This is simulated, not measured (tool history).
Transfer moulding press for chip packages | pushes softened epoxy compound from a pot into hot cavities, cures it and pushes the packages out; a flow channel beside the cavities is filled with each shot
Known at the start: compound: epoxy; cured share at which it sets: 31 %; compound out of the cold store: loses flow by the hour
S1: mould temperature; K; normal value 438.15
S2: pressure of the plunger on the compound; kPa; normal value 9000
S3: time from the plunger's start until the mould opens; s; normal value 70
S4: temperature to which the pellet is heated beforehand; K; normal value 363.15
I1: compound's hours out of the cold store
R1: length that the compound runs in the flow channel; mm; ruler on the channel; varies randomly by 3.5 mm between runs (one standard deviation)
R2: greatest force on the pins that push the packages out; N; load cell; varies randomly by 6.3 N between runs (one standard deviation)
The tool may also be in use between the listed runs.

run,hour,S1,S2,S3,S4,I1,R1,R2
1,0.0,438.15,9000,70,363.15,19.8,677,318
# hour 27.9: cavities cleaned with cleaning compound and waxed
2,75.1,438.15,9000,70,370.15,47.6,598,365
# hour 80.9: cavities cleaned with cleaning compound and waxed
# hour 134.2: cavities cleaned with cleaning compound and waxed
# hour 143.5: plunger's sealing rings changed
3,155.3,438.15,9000,70,363.15,37.6,654,286
# hour 191.7: cavities cleaned with cleaning compound and waxed
# hour 244.7: cavities cleaned with cleaning compound and waxed, once more
4,244.7,438.15,9000,70,363.15,47.2,621,232
# hour 301.5: cavities cleaned with cleaning compound and waxed
5,327.0,438.15,9000,70,363.15,46.1,615,284
# hour 359.0: cavities cleaned with cleaning compound and waxed
6,388.3,441.15,9000,70,363.15,14.3,667,278
# hour 417.1: cavities cleaned with cleaning compound and waxed
# hour 428.9: plunger's sealing rings changed
# hour 475.5: cavities cleaned with cleaning compound and waxed
7,491.5,441.15,8480,64,363.15,35.7,627,271
# hour 533.0: cavities cleaned with cleaning compound and waxed
8,544.7,441.15,8790,104,363.15,35.3,624,218
# hour 594.6: cavities cleaned with cleaning compound and waxed
9,605.4,445.15,9000,70,365.15,44.8,598,221
# hour 648.3: cavities cleaned with cleaning compound and waxed
# hour 703.6: cavities cleaned with cleaning compound and waxed
10,703.6,445.15,9000,70,365.15,27.0,628,189
# hour 715.4: plunger's sealing rings changed
11,752.8,440.15,8550,58,354.15,42.7,622,387

The same runs without the tool's hidden state, with the same run-to-run variation:
Hidden state present: true mould temperature over the reading, C; pressure that reaches the compound, % of what is set; grip of the stained cavities, % over clean ones'; drift of the gauge itself on flow_mm, %; drift of the gauge itself on push_out_n, %.
run,R1,R2
1,702,255
2,631,245
3,660,247
4,639,239
5,646,242
6,711,226
7,639,244
8,644,191
9,625,198
10,672,186
11,632,317
